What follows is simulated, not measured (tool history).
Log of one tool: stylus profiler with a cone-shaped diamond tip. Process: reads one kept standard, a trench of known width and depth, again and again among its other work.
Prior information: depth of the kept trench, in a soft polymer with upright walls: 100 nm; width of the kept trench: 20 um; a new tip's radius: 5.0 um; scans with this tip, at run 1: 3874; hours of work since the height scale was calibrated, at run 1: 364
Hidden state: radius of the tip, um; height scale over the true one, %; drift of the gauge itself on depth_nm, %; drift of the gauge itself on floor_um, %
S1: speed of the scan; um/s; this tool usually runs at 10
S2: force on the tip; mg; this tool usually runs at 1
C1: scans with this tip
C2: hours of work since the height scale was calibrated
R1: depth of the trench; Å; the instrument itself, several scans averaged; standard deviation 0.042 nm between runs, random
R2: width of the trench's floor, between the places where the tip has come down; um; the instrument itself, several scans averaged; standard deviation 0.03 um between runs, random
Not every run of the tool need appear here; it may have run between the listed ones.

run    day  S1    S2    C1   C2      R1     R2
  1      0  10     1  3874  364  1001.8  17.38
  2  0.629  10     1  3998  376  1001.7  17.36
  3  0.908  10     1  4053  381  1003.1   17.4
  4  1.217  10     1  4114  387  1002.7  17.39
  5  1.804  10     1  4230  398  1001.9  17.39
  6  2.258  10     1  4319  406  1002.8  17.32
  7  2.625  10     2  4391  413    1005  17.35
  8  2.892  10     2  4444  418  1003.9  17.32
  9  3.462  10     2  4556  428  1003.8  17.36
 10  3.754  10     2  4613  434  1003.8  17.36
 11  4.338  10     2  4728  445  1003.6   17.3
 12  4.629  11     2  4785  450  1004.1  17.34
 13  5.142  23  2.43  4886  460  1004.2  17.26
 14  5.754  27     1  5007  471  1001.8  17.18
 15  6.083  17  2.25  5072  477  1004.5  17.25

What will run 16 give?
 16  6.733  31  1.42  5199  489   ?   ?

Run 16 gave R1 1003.1 Å, R2 17.16 um.
Take away the tool's hidden state, keep the run-to-run variation as it was, and the same run would have given R1 1004.4 Å, R2 17.85 um.
